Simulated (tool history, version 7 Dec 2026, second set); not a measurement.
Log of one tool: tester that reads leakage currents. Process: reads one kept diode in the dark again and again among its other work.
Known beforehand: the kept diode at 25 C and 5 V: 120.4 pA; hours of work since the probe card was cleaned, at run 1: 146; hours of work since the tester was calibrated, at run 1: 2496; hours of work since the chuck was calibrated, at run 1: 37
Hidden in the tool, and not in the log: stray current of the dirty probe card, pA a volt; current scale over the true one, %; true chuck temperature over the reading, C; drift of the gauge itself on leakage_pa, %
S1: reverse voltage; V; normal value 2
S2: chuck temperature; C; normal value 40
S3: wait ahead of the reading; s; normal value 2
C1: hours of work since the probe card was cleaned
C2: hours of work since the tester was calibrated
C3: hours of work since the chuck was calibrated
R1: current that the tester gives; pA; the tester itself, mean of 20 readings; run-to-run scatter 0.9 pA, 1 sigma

run,hour,S1,S2,S3,C1,C2,C3,R1
1,0,2,40,2,146,2496,37,300.2
2,187.3,2,22,2,227,2577,117,58.41
3,443.8,2,22,0.44,336,2686,227,58.7
4,708.5,2,40,2,450,2800,341,291.2
5,829,2,40,2,501,2851,392,290.96
6,1003.1,2,40,2,576,2926,467,287.7
7,1263.8,2,40,8.84,688,3037,578,284.25
8,1489.7,2,40,8.84,784,3134,675,284.32
9,1717.2,2,40,8.84,882,3232,772,279.28
10,1922.8,2,40,8.84,970,3320,860,277.92
11,2113.2,2,40,8.84,1051,3401,942,274.83
12,2273,2,40,8.84,1120,3470,1010,274.56
13,2541.3,2,40,8.84,1235,3584,1125,272.02
14,2671.5,2,40,8.84,1290,3640,1181,269.85
15,2951.2,2,40,8.84,1410,3760,1301,266.97
16,3122.1,2,40,8.84,1483,3833,1374,265.27
17,3327.3,2,22,2,1571,3921,1462,53.52
# hour 3362.9: chuck's temperature calibrated
18,3585.6,2,27,2,1681,4031,95,99.94
19,3784.9,2,27,2,1766,4116,181,99.38
# hour 3919.4: probe card cleaned and baked
20,4080.4,2,27,2,69,4241,306,100.46
21,4239.3,5.79,44,6.04,137,4309,374,725.78
# hour 4399.8: probe card cleaned and baked, once more
22,4446.8,5.79,47,3.57,20,4397,462,887.09
23,4636.4,5.79,47,3.57,101,4478,543,882.19
24,4828,5.79,47,3.57,183,4560,625,878.87
25,5094.3,1.95,31,1.9,297,4674,739,126.14
26,5377.2,2.82,38,2,418,4795,860,281.38
27,5649.6,2.13,22,2,535,4912,977,56.44
28,5903.1,1.66,34,7.14,644,5020,1085,148.55
29,6196.2,1.66,34,8.9,769,5146,1211,147.31
# hour 6364.4: tester calibrated
30,6386.7,6.93,40,1.9,850,10,1291,490.79
31,6607.4,2,40,7.99,944,104,1386,262.56
# hour 6829.6: chuck's temperature calibrated
32,6872.4,2,38,2,1057,217,18,257.53
33,7063.1,1.09,40,0.52,1139,298,100,223.87
34,7232.8,1.09,40,0.52,1211,371,173,223.22
35,7504.4,2,30,8.21,1328,487,289,123.86
36,7627.9,6.54,31,8.21,1380,540,342,246.64
37,7893.4,3.94,40,1.43,1494,654,455,412.78
38,8055.5,3.94,40,1.43,1563,723,525,409.25
39,8225,3.94,40,1.43,1636,796,597,405.63

4 options for the next run, each taken on its own from the tool as it stands now. Forecast them:
A,8451.8,3.94,40,3.3,1733,893,695,?
B,8451.8,2,34,0.67,1733,893,695,?
C,8451.8,3.94,40,1.43,1733,893,695,?
D,8451.8,13.26,40,1.34,1733,893,695,?

run,R1
A,403.5
B,171.81
C,405.55
D,747.04
Had the tool no hidden state, the same runs would have come out as:
run,R1
A,418.76
B,177.81
C,420.87
D,758.15
